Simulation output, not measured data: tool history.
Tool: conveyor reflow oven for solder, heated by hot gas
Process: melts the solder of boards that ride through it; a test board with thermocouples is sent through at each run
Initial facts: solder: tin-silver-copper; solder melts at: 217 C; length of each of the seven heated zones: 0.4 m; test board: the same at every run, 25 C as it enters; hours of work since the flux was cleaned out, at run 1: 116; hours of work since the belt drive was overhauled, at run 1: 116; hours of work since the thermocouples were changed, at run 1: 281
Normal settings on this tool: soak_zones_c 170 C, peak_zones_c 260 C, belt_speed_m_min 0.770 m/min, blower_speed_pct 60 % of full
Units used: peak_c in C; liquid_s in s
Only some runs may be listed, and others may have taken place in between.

run,hour,soak_zones_c,peak_zones_c,belt_speed_m_min,blower_speed_pct,hours of work since the flux was cleaned out,hours of work since the belt drive was overhauled,hours of work since the thermocouples were changed,peak_c,liquid_s
1,0.0,170,260,0.770,60,116,116,281,247.0,43.5
2,8.4,170,260,0.770,60,121,121,286,248.1,43.6
3,17.2,170,260,0.770,60,127,127,293,246.8,43.3
4,23.1,170,260,0.770,60,132,132,297,248.1,43.7
5,28.4,170,260,0.770,60,135,135,300,247.7,44.1
6,34.4,170,260,0.770,53,139,139,304,246.3,41.7
7,40.9,170,260,0.770,60,144,144,309,247.6,43.7
8,50.1,170,260,0.770,60,150,150,315,247.2,43.0
9,59.1,170,260,0.770,60,156,156,321,247.9,43.7
10,66.3,170,260,0.770,60,161,161,326,247.3,43.0
11,70.7,170,260,0.770,60,164,164,329,247.4,43.5
12,76.0,170,260,0.770,60,168,168,333,248.3,43.5
13,80.1,170,260,0.770,60,171,171,336,247.9,43.3
14,86.4,170,260,0.770,60,175,175,340,247.9,43.5
15,93.1,184,260,0.770,60,180,180,345,249.8,49.3
16,98.9,159,261,0.735,82,184,184,349,251.4,47.2
17,107.8,159,256,0.860,82,190,190,355,244.1,34.3
# hour 113.7: flux residue cleaned out of gas plates and filters
18,117.6,169,274,0.805,52,3,193,358,255.4,45.1
19,125.4,156,252,0.881,78,8,198,363,237.3,28.8
20,132.6,161,272,0.881,84,13,203,368,257.8,40.6
21,138.9,172,257,0.918,79,17,208,373,244.2,34.1
22,144.3,184,272,0.918,57,21,211,377,253.8,42.1
23,148.9,175,272,0.875,74,24,215,380,257.3,44.4
# hour 157.1: flux residue cleaned out of gas plates and filters, once more
24,159.8,175,272,0.886,69,2,219,384,257.8,43.8
25,164.6,170,259,0.883,89,5,222,387,248.7,39.3
26,172.6,170,259,0.883,89,11,227,393,248.9,39.5

4 options for the next run, each taken on its own from the tool as it stands now. Forecast them:
A,177.5,181,271,0.899,89,14,231,396,?,?
B,177.5,170,260,0.817,60,14,231,396,?,?
C,177.5,183,259,0.883,89,14,231,396,?,?
D,177.5,183,259,0.815,89,14,231,396,?,?

run,peak_c,liquid_s
A,260.8,46.3
B,247.3,39.6
C,250.8,44.3
D,252.9,48.1
With the hidden condition removed and each run's random variation left untouched, the same runs would have given:
run,peak_c,liquid_s
A,259.9,45.8
B,246.4,38.9
C,249.9,43.7
D,252.0,47.5

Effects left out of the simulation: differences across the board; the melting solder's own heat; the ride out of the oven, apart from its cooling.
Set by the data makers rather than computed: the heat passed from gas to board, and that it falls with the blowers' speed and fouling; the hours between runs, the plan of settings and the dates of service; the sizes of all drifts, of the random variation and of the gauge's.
